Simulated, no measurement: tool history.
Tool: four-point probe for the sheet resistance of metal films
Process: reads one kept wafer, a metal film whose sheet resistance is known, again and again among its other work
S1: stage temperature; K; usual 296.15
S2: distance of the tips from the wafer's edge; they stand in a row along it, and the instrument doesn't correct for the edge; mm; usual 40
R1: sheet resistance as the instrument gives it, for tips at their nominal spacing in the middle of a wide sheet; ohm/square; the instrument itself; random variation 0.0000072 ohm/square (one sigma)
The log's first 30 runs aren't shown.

{"run": 31, "hour": 885.7, "S1": 302.15, "S2": 25, "R1": 0.036259}
{"run": 32, "hour": 930.2, "S1": 299.15, "S2": 13, "R1": 0.036269}
{"run": 33, "hour": 969.7, "S1": 299.15, "S2": 13, "R1": 0.036277}
{"run": 34, "hour": 1015.1, "S1": 299.15, "S2": 13, "R1": 0.036269}
{"run": 35, "hour": 1045.8, "S1": 291.15, "S2": 7, "R1": 0.036342}
{"run": 36, "hour": 1071.6, "S1": 300.15, "S2": 8, "R1": 0.036342}
{"run": 37, "hour": 1113.3, "S1": 300.15, "S2": 8, "R1": 0.036357}
{"run": 38, "hour": 1145.6, "S1": 296.15, "S2": 8, "R1": 0.036331}
{"run": 39, "hour": 1186.4, "S1": 307.15, "S2": 52, "R1": 0.036272}
{"run": 40, "hour": 1226.7, "S1": 296.15, "S2": 13, "R1": 0.036261}
{"run": 41, "hour": 1257.7, "S1": 297.15, "S2": 26, "R1": 0.036209}
{"run": 42, "hour": 1299.1, "S1": 298.15, "S2": 4, "R1": 0.036693}
{"run": 43, "hour": 1324.8, "S1": 295.15, "S2": 4, "R1": 0.036698}
{"run": 44, "hour": 1362.9, "S1": 301.15, "S2": 24, "R1": 0.03626}

Forecast each of these 5 alternatives for the next run:
{"run": "A", "hour": 1388.3, "S1": 296.15, "S2": 4, "R1": "?"}
{"run": "B", "hour": 1388.3, "S1": 307.15, "S2": 24, "R1": "?"}
{"run": "C", "hour": 1388.3, "S1": 300.15, "S2": 4, "R1": "?"}
{"run": "D", "hour": 1388.3, "S1": 295.15, "S2": 5, "R1": "?"}
{"run": "E", "hour": 1388.3, "S1": 292.15, "S2": 9, "R1": "?"}

run=A R1=0.036691
run=B R1=0.03627
run=C R1=0.036707
run=D R1=0.036515
run=E R1=0.036296
Without the tool's hidden state the same runs would have given:
run=A R1=0.036684
run=B R1=0.036263
run=C R1=0.0367
run=D R1=0.036507
run=E R1=0.036289
